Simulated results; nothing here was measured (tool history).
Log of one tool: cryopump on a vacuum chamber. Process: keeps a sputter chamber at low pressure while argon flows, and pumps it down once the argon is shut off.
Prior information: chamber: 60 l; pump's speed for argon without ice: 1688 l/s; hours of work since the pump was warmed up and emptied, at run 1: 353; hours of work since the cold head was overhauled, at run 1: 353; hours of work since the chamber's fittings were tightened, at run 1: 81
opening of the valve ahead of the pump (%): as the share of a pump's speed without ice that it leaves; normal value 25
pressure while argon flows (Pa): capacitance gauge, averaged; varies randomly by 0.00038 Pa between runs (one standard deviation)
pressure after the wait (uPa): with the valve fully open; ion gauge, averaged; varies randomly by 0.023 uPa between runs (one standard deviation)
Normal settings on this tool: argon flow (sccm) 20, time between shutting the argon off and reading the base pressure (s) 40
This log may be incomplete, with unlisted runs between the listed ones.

run	hour	argon flow (sccm)	time between shutting the argon off and reading the base pressure (s)	opening of the valve ahead of the pump (%)	hours of work since the pump was warmed up and emptied	hours of work since the cold head was overhauled	hours of work since the chamber's fittings were tightened	pressure while argon flows (Pa)	pressure after the wait (uPa)
1	0.0	20	40	25	353	353	81	0.0823	0.98
2	16.9	20	39	25	362	362	90	0.0826	1.00
3	37.9	20	39	40	373	373	101	0.0521	1.02
4	54.5	20	40	25	382	382	109	0.0817	0.98
5	75.7	31	40	25	393	393	121	0.1279	0.96
6	91.2	31	40	25	401	401	129	0.1273	1.01
7	106.5	31	40	25	409	409	137	0.1279	0.98
8	134.4	14	40	25	424	424	152	0.0583	1.02
9	148.0	14	40	25	431	431	159	0.0580	1.01
10	166.4	14	40	24	441	441	168	0.0599	0.99
11	180.8	14	40	24	449	449	176	0.0601	1.03
12	195.6	14	40	24	456	456	184	0.0594	1.01
13	223.4	14	40	24	471	471	199	0.0601	1.01
14	238.3	14	40	24	479	479	206	0.0606	1.00
15	261.4	14	40	24	491	491	219	0.0602	1.00
16	273.7	11	203	33	498	498	225	0.0350	0.38
17	297.2	21	45	48	510	510	238	0.0469	0.97
18	316.2	16	20	23	520	520	248	0.0723	1.82
19	340.7	16	20	23	533	533	261	0.0720	1.75
20	367.7	16	20	23	547	547	275	0.0719	1.84
21	382.9	16	20	23	555	555	283	0.0719	1.80
22	409.1	16	31	23	569	569	297	0.0719	1.28

Here are 3 independent what-if runs from the current tool condition. What would each one return?
A	430.0	20	81	30	580	580	308	?	?
B	430.0	26	31	23	580	580	308	?	?
C	430.0	29	63	55	580	580	308	?	?

run	pressure while argon flows (Pa)	pressure after the wait (uPa)
A	0.0701	0.69
B	0.1179	1.26
C	0.0578	0.73
Without the tool's unlogged condition, the same runs would have read:
run	pressure while argon flows (Pa)	pressure after the wait (uPa)
A	0.0668	0.61
B	0.1136	1.18
C	0.0531	0.65
